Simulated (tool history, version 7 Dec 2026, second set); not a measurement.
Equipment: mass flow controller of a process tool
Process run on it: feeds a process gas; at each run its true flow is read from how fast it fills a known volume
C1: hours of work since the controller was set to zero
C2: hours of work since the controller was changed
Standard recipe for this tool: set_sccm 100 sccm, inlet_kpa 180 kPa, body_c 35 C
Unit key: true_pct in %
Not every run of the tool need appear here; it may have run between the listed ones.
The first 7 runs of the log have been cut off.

Run 8, hour 533.9: usual settings but body_c 29 C; C1 3443; C2 3443. Result: true_pct 96.42 %.
Run 9, hour 624.6: usual settings but body_c 29 C; C1 3486; C2 3486. Result: true_pct 96.43 %.
Run 10, hour 722.8: usual settings but body_c 29 C; C1 3532; C2 3532. Result: true_pct 96.39 %.
Run 11, hour 786.0: usual settings but body_c 29 C; C1 3561; C2 3561. Result: true_pct 96.32 %.
Run 12, hour 837.2: usual settings but body_c 29 C; C1 3585; C2 3585. Result: true_pct 96.38 %.
Run 13, hour 909.6: usual settings but set_sccm 127 sccm; C1 3619; C2 3619. Result: true_pct 97.05 %.
Run 14, hour 971.6: usual settings but set_sccm 127 sccm; C1 3648; C2 3648. Result: true_pct 97.11 %.
Run 15, hour 1089.9: usual settings but inlet_kpa 236 kPa; C1 3703; C2 3703. Result: true_pct 96.06 %.
Run 16, hour 1154.7: usual settings but inlet_kpa 236 kPa; C1 3734; C2 3734. Result: true_pct 96.21 %.
Run 17, hour 1217.7: usual settings but inlet_kpa 236 kPa; C1 3763; C2 3763. Result: true_pct 95.96 %.
Run 18, hour 1281.8: usual settings but body_c 38 C; C1 3793; C2 3793. Result: true_pct 96.50 %.
At hour 1292.2: controller's zero set anew.
Run 19, hour 1365.0: usual settings but body_c 38 C; C1 34; C2 3832. Result: true_pct 96.19 %.
Run 20, hour 1489.3: usual settings but body_c 38 C; C1 92; C2 3890. Result: true_pct 96.17 %.
At hour 1596.2: controller's zero set anew, once more.
Run 21, hour 1605.1: usual settings but inlet_kpa 165 kPa, body_c 38 C; C1 4; C2 3944. Result: true_pct 97.78 %.
Run 22, hour 1658.2: usual settings but inlet_kpa 165 kPa, body_c 38 C; C1 29; C2 3969. Result: true_pct 97.74 %.
Run 23, hour 1773.6: usual settings; C1 83; C2 4023. Result: true_pct 97.34 %.
Run 24, hour 1874.6: usual settings; C1 130; C2 4070. Result: true_pct 97.43 %.
Run 25, hour 1991.2: usual settings but inlet_kpa 179 kPa, body_c 24 C; C1 185; C2 4125. Result: true_pct 97.06 %.
Run 26, hour 2043.6: usual settings; C1 209; C2 4150. Result: true_pct 97.50 %.
Run 27, hour 2123.5: usual settings but set_sccm 142 sccm, inlet_kpa 212 kPa; C1 247; C2 4187. Result: true_pct 97.75 %.
Run 28, hour 2207.3: usual settings but set_sccm 198 sccm, inlet_kpa 212 kPa, body_c 21 C; C1 286; C2 4226. Result: true_pct 97.96 %.

The next listed run, before its measurement:
Run 29, hour 2281.1: usual settings but inlet_kpa 167 kPa, body_c 39 C; C1 321; C2 4261. Result: true_pct ?.

true_pct: 97.64 %
On a tool with no hidden condition, and with the same random variation, this run would have come out at true_pct 99.59 %.

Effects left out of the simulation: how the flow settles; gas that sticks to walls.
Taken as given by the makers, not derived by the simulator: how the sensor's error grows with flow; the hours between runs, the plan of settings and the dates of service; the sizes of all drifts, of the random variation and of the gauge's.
